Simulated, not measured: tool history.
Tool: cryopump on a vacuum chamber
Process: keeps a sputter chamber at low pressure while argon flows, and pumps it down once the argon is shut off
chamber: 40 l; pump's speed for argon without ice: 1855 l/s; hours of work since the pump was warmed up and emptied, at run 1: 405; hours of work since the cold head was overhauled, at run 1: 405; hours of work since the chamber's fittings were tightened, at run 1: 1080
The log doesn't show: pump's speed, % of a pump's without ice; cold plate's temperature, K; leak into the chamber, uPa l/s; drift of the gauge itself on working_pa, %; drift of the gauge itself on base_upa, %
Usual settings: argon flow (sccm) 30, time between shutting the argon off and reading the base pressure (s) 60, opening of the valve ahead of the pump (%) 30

run	hour	argon flow (sccm)	time between shutting the argon off and reading the base pressure (s)	opening of the valve ahead of the pump (%)	hours of work since the pump was warmed up and emptied	hours of work since the cold head was overhauled	hours of work since the chamber's fittings were tightened	pressure while argon flows (Pa)	pressure after the wait (uPa)
1	0.0	30	60	30	405	405	1080	0.0933	1.07
2	86.0	30	60	30	478	478	1153	0.0954	1.08
3	196.6	30	60	30	572	572	1246	0.0950	1.07
4	272.6	30	60	30	636	636	1311	0.0946	1.10
5	386.8	30	60	30	733	733	1408	0.0948	1.12
6	491.4	30	60	30	821	821	1496	0.0975	1.18
7	556.1	30	60	30	876	876	1551	0.0968	1.20
8	616.7	30	60	30	927	927	1602	0.0977	1.23
9	731.5	30	224	30	1025	1025	1699	0.0977	0.77
10	781.7	30	224	30	1067	1067	1742	0.0979	0.78
# hour 806.7: pump warmed up, emptied and cooled again
11	883.7	30	224	30	65	1149	1824	0.0910	0.72
12	985.0	30	224	30	151	1235	1910	0.0917	0.71
13	1039.8	30	224	30	197	1281	1956	0.0929	0.75
14	1098.3	17	60	30	247	1331	2006	0.0539	1.25
15	1189.0	17	60	30	324	1408	2083	0.0525	1.25
16	1264.6	17	60	30	388	1472	2147	0.0534	1.26
17	1352.9	14	60	30	463	1546	2221	0.0436	1.26
18	1413.6	27	60	35	514	1598	2273	0.0741	1.30
19	1478.5	28	40	30	569	1653	2328	0.0894	1.68
20	1540.4	28	117	48	621	1705	2380	0.0564	1.07
21	1637.2	28	117	48	703	1787	2462	0.0586	1.05
22	1700.4	27	190	33	757	1841	2516	0.0797	0.96
23	1786.2	27	23	33	829	1913	2588	0.0800	2.46
24	1835.5	27	23	33	871	1955	2630	0.0808	2.41
25	1910.9	27	23	33	935	2019	2694	0.0803	2.49
26	2021.5	54	214	33	1029	2113	2787	0.1633	1.08
# hour 2095.0: pump warmed up, emptied and cooled again
27	2106.4	45	37	32	10	2180	2855	0.1296	1.72
28	2185.9	13	60	30	77	2248	2922	0.0399	1.41
29	2276.8	30	190	30	154	2325	2999	0.0935	0.96
30	2372.2	30	190	49	235	2405	3080	0.0585	1.00
# hour 2454.0: leaking fittings of the chamber tightened, without venting
31	2461.6	26	60	57	309	2479	6	0.0442	0.79
32	2545.1	13	205	22	379	2550	77	0.0564	0.37
33	2654.6	30	103	30	472	2643	170	0.0943	0.56

Some steps in pressure while argon flows (Pa) between neighbouring runs. How much of each would the tool show without its hidden state too (settings, what came in, random variation), and how much is left for the hidden state, with any gauge scatter that isn't in both results?
Run 10 -> 11: pump warmed up, emptied and cooled again. pressure while argon flows (Pa) -0.0069: hidden state -0.0069, all else +0.0000.
Run 25 -> 26: argon flow (sccm) 27 -> 54, time between shutting the argon off and reading the base pressure (s) 23 -> 214. pressure while argon flows (Pa) +0.0830: hidden state +0.0078, all else +0.0752.
Run 26 -> 27: argon flow (sccm) 54 -> 45, time between shutting the argon off and reading the base pressure (s) 214 -> 37, opening of the valve ahead of the pump (%) 33 -> 32, pump warmed up, emptied and cooled again. pressure while argon flows (Pa) -0.0337: hidden state -0.0129, all else -0.0208.
Run 27 -> 28: argon flow (sccm) 45 -> 13, time between shutting the argon off and reading the base pressure (s) 37 -> 60, opening of the valve ahead of the pump (%) 32 -> 30. pressure while argon flows (Pa) -0.0897: hidden state -0.0005, all else -0.0892.
Run 28 -> 29: argon flow (sccm) 13 -> 30, time between shutting the argon off and reading the base pressure (s) 60 -> 190. pressure while argon flows (Pa) +0.0536: hidden state +0.0010, all else +0.0526.

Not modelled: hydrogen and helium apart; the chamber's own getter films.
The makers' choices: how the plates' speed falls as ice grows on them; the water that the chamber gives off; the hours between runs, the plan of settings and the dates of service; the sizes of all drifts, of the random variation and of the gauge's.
